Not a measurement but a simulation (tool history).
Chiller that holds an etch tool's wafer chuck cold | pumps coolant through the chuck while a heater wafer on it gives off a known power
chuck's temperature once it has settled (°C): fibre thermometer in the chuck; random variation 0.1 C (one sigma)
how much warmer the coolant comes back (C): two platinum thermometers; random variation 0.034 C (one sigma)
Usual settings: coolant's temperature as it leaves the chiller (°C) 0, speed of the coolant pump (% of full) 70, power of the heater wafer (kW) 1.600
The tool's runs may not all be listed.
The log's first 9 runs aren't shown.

| run | day | coolant's temperature as it leaves the chiller (°C) | speed of the coolant pump (% of full) | power of the heater wafer (kW) | chuck's temperature once it has settled (°C) | how much warmer the coolant comes back (C) |
|---|---|---|---|---|---|---|
| 10 | 28.788 | 0 | 90 | 1.600 | 9.7 | 3.86 |
| 11 | 31.929 | 0 | 90 | 1.600 | 9.7 | 3.86 |
| 12 | 36.033 | -1 | 70 | 1.600 | 10.5 | 4.94 |
| 13 | 40.354 | 0 | 70 | 1.600 | 11.7 | 4.98 |
| 14 | 42.575 | 0 | 87 | 1.600 | 10.0 | 4.08 |
| 15 | 45.371 | 0 | 87 | 1.600 | 10.1 | 4.03 |
| 16 | 48.512 | 0 | 87 | 1.600 | 10.1 | 4.02 |
| 17 | 51.317 | -8 | 79 | 1.192 | 0.0 | 3.28 |
| 18 | 53.750 | -8 | 79 | 1.192 | 0.0 | 3.30 |
| 19 | 57.846 | -8 | 79 | 1.192 | 0.0 | 3.23 |
| 20 | 61.200 | 2 | 90 | 0.820 | 6.9 | 1.91 |
| 21 | 63.483 | 2 | 66 | 2.271 | 19.1 | 7.46 |
| 22 | 68.188 | 0 | 94 | 1.033 | 6.1 | 2.36 |
| 23 | 70.908 | 0 | 94 | 1.033 | 6.3 | 2.33 |
| 24 | 74.942 | 0 | 94 | 1.033 | 6.0 | 2.35 |
| 25 | 77.354 | 2 | 63 | 1.273 | 12.0 | 4.34 |
| 26 | 79.962 | 0 | 100 | 1.600 | 9.1 | 3.46 |
| 27 | 82.246 | 0 | 93 | 1.060 | 6.5 | 2.37 |

Forecast run 28:
| 28 | 84.471 | 0 | 98 | 0.936 | ? | ? |

{"run 28": {"chuck's temperature once it has settled (°C)": 5.3, "how much warmer the coolant comes back (C)": 1.99}}
Without the tool's hidden state the same run would have given chuck's temperature once it has settled (°C) 5.3, how much warmer the coolant comes back (C) 2.12.

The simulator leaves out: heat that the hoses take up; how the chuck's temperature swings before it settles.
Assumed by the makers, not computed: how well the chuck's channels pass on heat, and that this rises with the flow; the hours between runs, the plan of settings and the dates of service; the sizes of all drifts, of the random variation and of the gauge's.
